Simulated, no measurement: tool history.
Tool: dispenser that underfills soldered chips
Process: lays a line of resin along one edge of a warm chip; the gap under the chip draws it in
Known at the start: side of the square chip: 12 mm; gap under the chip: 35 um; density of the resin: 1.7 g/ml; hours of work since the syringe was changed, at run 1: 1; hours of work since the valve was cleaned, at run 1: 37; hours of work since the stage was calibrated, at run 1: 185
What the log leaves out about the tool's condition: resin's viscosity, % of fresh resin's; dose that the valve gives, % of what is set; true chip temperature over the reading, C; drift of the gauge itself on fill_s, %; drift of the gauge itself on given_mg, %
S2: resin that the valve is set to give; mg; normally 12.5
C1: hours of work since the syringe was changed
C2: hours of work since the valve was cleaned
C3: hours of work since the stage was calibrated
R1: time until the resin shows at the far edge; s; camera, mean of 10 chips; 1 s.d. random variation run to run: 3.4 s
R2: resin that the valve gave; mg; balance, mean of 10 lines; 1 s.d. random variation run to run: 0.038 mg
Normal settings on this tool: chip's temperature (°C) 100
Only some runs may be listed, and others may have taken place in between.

run 1 hour=0.0 | chip's_temperature_(°C)=100 S2=12.5 | C1=1 C2=37 C3=185 | R1=396.4 R2=12.33
-- hour=5.7 dispensing valve cleaned and set on the balance
-- hour=8.5 new syringe of resin
run 2 hour=10.6 | chip's_temperature_(°C)=100 S2=11.4 | C1=1 C2=3 C3=192 | R1=400.2 R2=11.41
-- hour=18.1 new syringe of resin
run 3 hour=24.8 | chip's_temperature_(°C)=94 S2=12.5 | C1=5 C2=13 C3=202 | R1=613.3 R2=12.41
-- hour=27.1 new syringe of resin
-- hour=36.1 new syringe of resin
run 4 hour=40.6 | chip's_temperature_(°C)=100 S2=12.5 | C1=3 C2=24 C3=212 | R1=428.0 R2=12.40
-- hour=45.7 new syringe of resin
run 5 hour=51.2 | chip's_temperature_(°C)=100 S2=12.5 | C1=4 C2=31 C3=220 | R1=466.0 R2=12.34
-- hour=55.1 new syringe of resin
run 6 hour=60.2 | chip's_temperature_(°C)=100 S2=12.5 | C1=4 C2=37 C3=226 | R1=448.2 R2=12.30
-- hour=64.7 new syringe of resin
-- hour=66.6 dispensing valve cleaned and set on the balance
run 7 hour=69.9 | chip's_temperature_(°C)=100 S2=10.9 | C1=3 C2=2 C3=232 | R1=431.7 R2=10.92
-- hour=74.2 new syringe of resin
run 8 hour=79.9 | chip's_temperature_(°C)=100 S2=10.9 | C1=4 C2=9 C3=239 | R1=476.6 R2=10.83
-- hour=83.0 new syringe of resin
-- hour=91.7 new syringe of resin
run 9 hour=94.5 | chip's_temperature_(°C)=100 S2=10.9 | C1=2 C2=19 C3=249 | R1=435.3 R2=10.82
-- hour=101.3 new syringe of resin
run 10 hour=102.7 | chip's_temperature_(°C)=100 S2=10.9 | C1=1 C2=25 C3=254 | R1=399.2 R2=10.71
-- hour=110.2 new syringe of resin
run 11 hour=113.3 | chip's_temperature_(°C)=100 S2=10.9 | C1=2 C2=32 C3=261 | R1=432.5 R2=10.72
-- hour=119.9 new syringe of resin
-- hour=127.3 dispensing valve cleaned and set on the balance
-- hour=129.4 new syringe of resin
run 12 hour=129.4 | chip's_temperature_(°C)=100 S2=12.5 | C1=0 C2=1 C3=272 | R1=370.8 R2=12.46
-- hour=138.8 new syringe of resin
run 13 hour=142.8 | chip's_temperature_(°C)=100 S2=12.5 | C1=3 C2=11 C3=281 | R1=453.6 R2=12.46
-- hour=148.2 new syringe of resin
-- hour=156.8 new syringe of resin
run 14 hour=156.8 | chip's_temperature_(°C)=91 S2=12.5 | C1=0 C2=20 C3=290 | R1=547.8 R2=12.35
-- hour=165.7 new syringe of resin
run 15 hour=168.8 | chip's_temperature_(°C)=91 S2=12.5 | C1=2 C2=28 C3=299 | R1=615.8 R2=12.35
-- hour=174.2 new syringe of resin
run 16 hour=181.2 | chip's_temperature_(°C)=91 S2=12.5 | C1=5 C2=37 C3=307 | R1=714.7 R2=12.23
-- hour=183.9 new syringe of resin
-- hour=188.5 dispensing valve cleaned and set on the balance
run 17 hour=192.9 | chip's_temperature_(°C)=91 S2=12.5 | C1=6 C2=3 C3=315 | R1=738.0 R2=12.42
-- hour=194.3 new syringe of resin
-- hour=202.9 new syringe of resin
run 18 hour=202.9 | chip's_temperature_(°C)=106 S2=11.5 | C1=0 C2=10 C3=321 | R1=306.5 R2=11.44
-- hour=211.6 new syringe of resin
run 19 hour=211.6 | chip's_temperature_(°C)=106 S2=11.5 | C1=0 C2=16 C3=327 | R1=305.5 R2=11.38
-- hour=221.1 new syringe of resin
run 20 hour=221.4 | chip's_temperature_(°C)=106 S2=10.7 | C1=0 C2=22 C3=334 | R1=316.1 R2=10.54
-- hour=230.7 new syringe of resin
run 21 hour=234.5 | chip's_temperature_(°C)=106 S2=10.7 | C1=3 C2=31 C3=343 | R1=362.5 R2=10.53
-- hour=239.6 new syringe of resin
run 22 hour=243.2 | chip's_temperature_(°C)=103 S2=11.9 | C1=3 C2=37 C3=349 | R1=388.7 R2=11.70
-- hour=248.5 new syringe of resin
-- hour=249.5 dispensing valve cleaned and set on the balance
run 23 hour=254.9 | chip's_temperature_(°C)=107 S2=12.5 | C1=4 C2=4 C3=356 | R1=352.6 R2=12.52
-- hour=258.7 new syringe of resin
-- hour=267.9 new syringe of resin
run 24 hour=268.5 | chip's_temperature_(°C)=85 S2=13.9 | C1=0 C2=13 C3=365 | R1=714.5 R2=13.78
-- hour=277.3 new syringe of resin
run 25 hour=282.7 | chip's_temperature_(°C)=93 S2=15.5 | C1=4 C2=23 C3=375 | R1=612.2 R2=15.43
-- hour=286.3 new syringe of resin
run 26 hour=292.9 | chip's_temperature_(°C)=106 S2=10.9 | C1=5 C2=30 C3=382 | R1=401.8 R2=10.77
-- hour=295.4 new syringe of resin
-- hour=304.5 new syringe of resin
run 27 hour=307.6 | chip's_temperature_(°C)=85 S2=12.8 | C1=2 C2=40 C3=392 | R1=806.6 R2=12.66
-- hour=310.4 dispensing valve cleaned and set on the balance
-- hour=314.2 new syringe of resin
run 28 hour=318.4 | chip's_temperature_(°C)=85 S2=12.8 | C1=3 C2=5 C3=399 | R1=850.3 R2=12.82
-- hour=323.0 new syringe of resin
run 29 hour=327.1 | chip's_temperature_(°C)=113 S2=14.2 | C1=3 C2=11 C3=405 | R1=270.3 R2=14.16
-- hour=332.6 new syringe of resin
-- hour=341.4 new syringe of resin
run 30 hour=341.7 | chip's_temperature_(°C)=103 S2=14.4 | C1=0 C2=21 C3=415 | R1=347.9 R2=14.27
-- hour=350.5 new syringe of resin
run 31 hour=356.5 | chip's_temperature_(°C)=102 S2=15.8 | C1=4 C2=32 C3=425 | R1=441.9 R2=15.59
-- hour=359.2 new syringe of resin
-- hour=368.9 new syringe of resin
-- hour=371.8 dispensing valve cleaned and set on the balance
run 32 hour=372.8 | chip's_temperature_(°C)=102 S2=15.8 | C1=2 C2=1 C3=435 | R1=394.1 R2=15.82
-- hour=378.7 new syringe of resin
run 33 hour=380.3 | chip's_temperature_(°C)=110 S2=11.0 | C1=1 C2=6 C3=440 | R1=285.0 R2=10.90

3 ways to go on from here, each from the tool as it stands after run 33. What would each give?
-- hour=387.8 new syringe of resin
run A hour=392.7 | chip's_temperature_(°C)=94 S2=12.4 | C1=3 C2=14 C3=449 | R1=? R2=?
-- hour=387.8 new syringe of resin
run B hour=392.7 | chip's_temperature_(°C)=110 S2=16.0 | C1=3 C2=14 C3=449 | R1=? R2=?
-- hour=387.8 new syringe of resin
run C hour=392.7 | chip's_temperature_(°C)=106 S2=12.4 | C1=3 C2=14 C3=449 | R1=? R2=?

run=A R1=597.6 R2=12.30
run=B R1=317.0 R2=15.87
run=C R1=372.2 R2=12.29
Without the tool's unlogged condition, the same runs would have read:
run=A R1=431.4 R2=12.35
run=B R1=231.4 R2=15.94
run=C R1=270.9 R2=12.35
